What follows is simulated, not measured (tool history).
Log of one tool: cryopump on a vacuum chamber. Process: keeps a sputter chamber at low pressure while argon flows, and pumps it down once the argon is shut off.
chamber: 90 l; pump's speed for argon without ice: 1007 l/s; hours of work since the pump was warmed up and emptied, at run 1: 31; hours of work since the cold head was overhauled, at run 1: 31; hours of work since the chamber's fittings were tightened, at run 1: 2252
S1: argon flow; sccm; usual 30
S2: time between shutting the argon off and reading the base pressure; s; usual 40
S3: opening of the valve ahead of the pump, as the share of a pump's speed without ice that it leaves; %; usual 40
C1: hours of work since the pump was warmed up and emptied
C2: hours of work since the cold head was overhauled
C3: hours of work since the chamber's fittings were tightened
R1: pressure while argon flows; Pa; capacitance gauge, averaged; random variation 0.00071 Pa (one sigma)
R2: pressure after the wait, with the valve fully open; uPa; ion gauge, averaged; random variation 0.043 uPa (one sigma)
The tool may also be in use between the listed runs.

Run 1, hour 0.0: usual settings; C1 31; C2 31; C3 2252. Result: R1 0.1259 Pa, R2 3.45 uPa.
Run 2, hour 114.9: usual settings; C1 101; C2 101; C3 2322. Result: R1 0.1279 Pa, R2 3.59 uPa.
Run 3, hour 182.8: usual settings; C1 142; C2 142; C3 2364. Result: R1 0.1296 Pa, R2 3.63 uPa.
Run 4, hour 297.8: usual settings; C1 212; C2 212; C3 2433. Result: R1 0.1320 Pa, R2 3.70 uPa.
Run 5, hour 410.3: usual settings; C1 280; C2 280; C3 2502. Result: R1 0.1332 Pa, R2 3.79 uPa.
Run 6, hour 511.8: usual settings; C1 342; C2 342; C3 2564. Result: R1 0.1347 Pa, R2 3.75 uPa.
Run 7, hour 616.0: usual settings; C1 405; C2 405; C3 2627. Result: R1 0.1359 Pa, R2 3.93 uPa.
Run 8, hour 696.5: usual settings; C1 454; C2 454; C3 2676. Result: R1 0.1370 Pa, R2 3.95 uPa.
At hour 731.5: pump warmed up, emptied and cooled again.
Run 9, hour 802.6: usual settings but S1 22 sccm, S2 26 s, S3 44 %; C1 43; C2 516; C3 2737. Result: R1 0.0858 Pa, R2 4.85 uPa.
Run 10, hour 910.6: usual settings but S1 22 sccm, S2 26 s, S3 44 %; C1 109; C2 581; C3 2803. Result: R1 0.0866 Pa, R2 5.02 uPa.
Run 11, hour 1011.1: usual settings but S1 22 sccm, S2 26 s, S3 44 %; C1 170; C2 642; C3 2864. Result: R1 0.0876 Pa, R2 5.02 uPa.
Run 12, hour 1110.7: usual settings but S1 22 sccm, S2 26 s, S3 44 %; C1 231; C2 703; C3 2925. Result: R1 0.0883 Pa, R2 5.15 uPa.
Run 13, hour 1217.7: usual settings but S1 17 sccm, S2 69 s; C1 296; C2 768; C3 2990. Result: R1 0.0764 Pa, R2 3.04 uPa.
Run 14, hour 1295.2: usual settings but S1 22 sccm, S2 27 s; C1 343; C2 815; C3 3037. Result: R1 0.0986 Pa, R2 5.03 uPa.
Run 15, hour 1403.0: usual settings but S1 21 sccm, S2 226 s; C1 408; C2 881; C3 3102. Result: R1 0.0952 Pa, R2 2.34 uPa.

Hidden state or all else? Some run-to-run changes of R1, split into what the settings, what came in and random variation would give without the hidden state, and what is left for the hidden state (with any gauge scatter that isn't in both results):
The hidden state here: pump's speed, % of a pump's without ice; cold plate's temperature, K; leak into the chamber, uPa l/s; drift of the gauge itself on working_pa, %; drift of the gauge itself on base_upa, %.
Run 8 -> 9: S1 30 -> 22, S2 40 -> 26, S3 40 -> 44, pump warmed up, emptied and cooled again. R1 -0.0512 Pa: hidden state -0.0097, all else -0.0415.
